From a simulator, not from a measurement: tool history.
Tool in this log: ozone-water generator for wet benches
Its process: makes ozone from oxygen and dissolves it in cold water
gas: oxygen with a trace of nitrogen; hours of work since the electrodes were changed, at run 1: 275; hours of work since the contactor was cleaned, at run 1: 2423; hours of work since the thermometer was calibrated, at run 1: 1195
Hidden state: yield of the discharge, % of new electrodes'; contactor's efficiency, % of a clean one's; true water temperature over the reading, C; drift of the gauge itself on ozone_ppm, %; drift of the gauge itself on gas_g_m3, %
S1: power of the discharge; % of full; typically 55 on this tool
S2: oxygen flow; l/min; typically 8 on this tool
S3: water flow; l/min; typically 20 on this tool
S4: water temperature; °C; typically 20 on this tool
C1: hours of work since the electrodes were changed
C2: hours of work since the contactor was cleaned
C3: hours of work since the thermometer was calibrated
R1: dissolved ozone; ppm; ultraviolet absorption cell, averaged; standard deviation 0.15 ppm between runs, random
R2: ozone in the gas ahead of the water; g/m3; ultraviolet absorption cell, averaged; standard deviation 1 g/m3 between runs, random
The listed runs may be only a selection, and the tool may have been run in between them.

run	hour	S1	S2	S3	S4	C1	C2	C3	R1	R2
1	0	55	8	20	20	275	2423	1195	26.5	196.8
2	23.8	55	8	20	20	293	2441	1214	26.7	193.2
3	54	55	8	20	20	317	2465	1237	26.7	193.2
4	82.5	55	8	20	20	339	2487	1259	26.3	193.6
5	104.2	94	8	20	20	355	2504	1276	37.5	276
6	122	55	8	20	20	369	2518	1290	26.8	193.9
7	137.4	55	8	20	20	381	2530	1302	26.4	195.2
8	151	55	8	20	20	392	2540	1312	26.3	195.3
9	172.7	45	8	20	20	409	2557	1329	23.2	170.7
10	197	45	8	20	20	428	2576	1348	23.2	169
11	212.9	45	5.3	20	20	440	2588	1361	23.5	207.5
12	236.7	45	5.3	20	20	458	2607	1379	23.5	209.3
13	251.8	45	5.3	20	20	470	2618	1391	23.4	208.2
# hour 258.6: contactor cleaned
14	279	68	9.38	14	20	488	16	1409	37.2	204.5

For run 15, what comes out?
15	307	55	5.19	16	20	510	38	1430	?	?

Run 15 yielded R1 31.3 ppm, R2 241.6 g/m3.
With the hidden condition absent and the run-to-run variation left alone, this run would have shown R1 31.7 ppm, R2 240.8 g/m3.
